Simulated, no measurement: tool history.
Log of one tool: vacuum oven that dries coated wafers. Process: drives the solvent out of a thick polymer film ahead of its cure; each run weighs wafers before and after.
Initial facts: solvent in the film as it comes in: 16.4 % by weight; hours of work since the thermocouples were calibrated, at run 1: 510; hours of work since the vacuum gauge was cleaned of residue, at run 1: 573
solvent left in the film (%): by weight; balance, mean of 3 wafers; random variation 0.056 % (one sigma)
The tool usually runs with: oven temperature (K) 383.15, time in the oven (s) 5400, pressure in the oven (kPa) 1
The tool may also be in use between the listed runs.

run,hour,oven temperature (K),time in the oven (s),pressure in the oven (kPa),hours of work since the thermocouples were calibrated,hours of work since the vacuum gauge was cleaned of residue,solvent left in the film (%)
1,0,383.15,5400,1,510,573,2.51
2,74.9,383.15,5400,0.51,555,618,2.34
3,131.9,383.15,5400,0.51,589,652,2.27
4,168.5,389.15,5400,1,611,674,1.33
5,244.2,389.15,5400,1,657,719,1.36
6,311,389.15,5400,1,697,759,1.27
7,389.5,383.15,5400,1,744,807,2.46
8,468.4,383.15,3060,1,791,854,4.95
9,536.4,383.15,3060,1,832,895,4.82
10,575.6,394.15,5400,1,856,918,0.78
11,631.8,394.15,5400,1,889,952,0.7
12,685.3,394.15,5400,1,922,984,0.76
13,757.7,394.15,5400,1,965,1028,0.78
14,819.5,394.15,8340,3.22,1002,1065,1.49
15,882.7,394.15,8340,3.22,1040,1103,1.39

Run 16 has not been measured yet. What should we expect?
16,923.5,394.15,3660,3.22,1065,1127,?

{"run 16": {"solvent left in the film (%)": 2.29}}
Minus the tool's unlogged condition, the same run would have read solvent left in the film (%) 2.28.
